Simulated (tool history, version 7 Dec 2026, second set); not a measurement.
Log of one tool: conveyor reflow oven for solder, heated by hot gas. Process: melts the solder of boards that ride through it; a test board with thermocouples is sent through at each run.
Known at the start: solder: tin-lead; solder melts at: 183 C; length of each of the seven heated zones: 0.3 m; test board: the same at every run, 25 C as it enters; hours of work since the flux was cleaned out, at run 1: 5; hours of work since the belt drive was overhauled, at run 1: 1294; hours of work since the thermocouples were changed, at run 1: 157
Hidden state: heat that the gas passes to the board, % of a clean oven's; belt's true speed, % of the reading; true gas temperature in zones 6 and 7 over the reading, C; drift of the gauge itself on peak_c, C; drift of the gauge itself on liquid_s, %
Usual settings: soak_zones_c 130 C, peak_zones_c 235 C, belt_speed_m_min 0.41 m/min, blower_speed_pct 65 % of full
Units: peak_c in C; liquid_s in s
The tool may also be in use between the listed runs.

run	hour	soak_zones_c	peak_zones_c	belt_speed_m_min	blower_speed_pct	hours of work since the flux was cleaned out	hours of work since the belt drive was overhauled	hours of work since the thermocouples were changed	peak_c	liquid_s
1	0	130	235	0.41	65	5	1294	157	212.8	60.3
2	61.1	130	235	0.41	78	37	1326	188	217.5	65.4
3	138.2	130	235	0.41	78	76	1366	228	217	65.7
4	224.2	130	235	0.41	65	121	1410	272	211.8	58.2
# hour 291.6: flux residue cleaned out of gas plates and filters
5	307	130	235	0.41	65	8	1450	313	212.5	61.2
6	375.8	130	235	0.41	65	43	1486	348	211.9	60.4
# hour 440: belt drive overhauled, speed set with a stopwatch
7	459	130	235	0.41	65	84	10	389	209.7	55.5
8	496.8	130	235	0.41	65	104	29	408	209.4	53.8
9	578.9	130	235	0.41	65	146	72	451	210	54.2
# hour 599: flux residue cleaned out of gas plates and filters
10	671.3	130	235	0.41	65	37	117	496	210.4	55.4
11	755.9	130	235	0.41	52	81	160	539	203.4	44.9
12	811.3	130	235	0.41	65	109	189	568	210.2	54
13	888	130	235	0.41	65	149	228	608	209.3	53.6
# hour 901.5: flux residue cleaned out of gas plates and filters
14	954.5	130	235	0.41	65	27	260	639	210.9	55.8
15	995.8	130	235	0.41	54	49	281	661	205.6	46.9
16	1036.5	130	235	0.412	56	70	302	681	206	47.7
17	1101	122	226	0.407	58	103	336	715	198.9	34.9
18	1174.9	122	226	0.407	58	141	374	753	198	34.1
# hour 1206.1: flux residue cleaned out of gas plates and filters
19	1262.6	130	235	0.41	53	29	416	796	204.4	46.8
20	1305.5	130	235	0.41	53	51	439	818	204.4	45.6
21	1357.8	127	250	0.396	82	78	466	845	230.4	74.8
22	1400.5	122	235	0.445	65	100	488	867	204.3	41.6
# hour 1410.3: thermocouples of zones 6 and 7 changed
23	1476.5	122	235	0.445	65	138	526	34	205.8	43
# hour 1510.2: flux residue cleaned out of gas plates and filters
24	1531.2	119	235	0.41	61	11	551	60	208.2	49
25	1622	119	235	0.41	61	58	598	107	207.4	48.5
26	1678.9	139	235	0.41	60	87	628	136	211.1	60.1
27	1739.2	139	235	0.41	60	118	659	167	210.6	59.3
28	1789.1	139	235	0.41	60	144	684	193	210.2	58.7
# hour 1815.9: flux residue cleaned out of gas plates and filters
29	1860.6	139	235	0.41	60	23	719	227	211.8	60.8
30	1922.9	117	231	0.41	58	55	751	259	202.6	40.1

Forecast each of these 3 alternatives for the next run:
A	1994	119	235	0.397	56	92	788	296	?	?
B	1994	126	244	0.406	58	92	788	296	?	?
C	1994	117	232	0.437	56	92	788	296	?	?

run	peak_c	liquid_s
A	205.7	47.1
B	215.1	58.9
C	198.6	31.8
Without the tool's hidden state the same runs would have given:
run	peak_c	liquid_s
A	206.5	47.3
B	216.1	58.6
C	199.5	32.4
